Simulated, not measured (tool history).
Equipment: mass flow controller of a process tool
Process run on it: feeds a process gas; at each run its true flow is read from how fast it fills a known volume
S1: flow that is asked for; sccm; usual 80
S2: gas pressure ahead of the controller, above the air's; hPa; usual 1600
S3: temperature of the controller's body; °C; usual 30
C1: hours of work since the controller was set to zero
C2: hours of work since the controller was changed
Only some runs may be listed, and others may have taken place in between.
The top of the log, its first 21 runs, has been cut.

run 22 hour=8111.7 | S1=80 S2=1490 S3=20 | C1=375 C2=375 | true_flow_(%)=99.81
run 23 hour=8554.8 | S1=80 S2=1490 S3=20 | C1=691 C2=691 | true_flow_(%)=99.96
run 24 hour=8796.6 | S1=80 S2=1490 S3=20 | C1=863 C2=863 | true_flow_(%)=99.96
run 25 hour=9099.4 | S1=12 S2=1680 S3=29 | C1=1078 C2=1078 | true_flow_(%)=97.70
run 26 hour=9632.0 | S1=96 S2=1570 S3=39 | C1=1457 C2=1457 | true_flow_(%)=99.13
run 27 hour=10136.4 | S1=17 S2=1690 S3=34 | C1=1816 C2=1816 | true_flow_(%)=97.50
run 28 hour=10524.8 | S1=17 S2=1690 S3=34 | C1=2093 C2=2093 | true_flow_(%)=97.41
run 29 hour=10812.4 | S1=17 S2=1690 S3=34 | C1=2297 C2=2297 | true_flow_(%)=97.33

What will run 30 give?
run 30 hour=11267.2 | S1=87 S2=1690 S3=26 | C1=2621 C2=2621 | true_flow_(%)=?

{"run 30": {"true flow (%)": 99.56}}
The same run, on a tool lacking any hidden state, would have yielded true flow (%) 99.56.
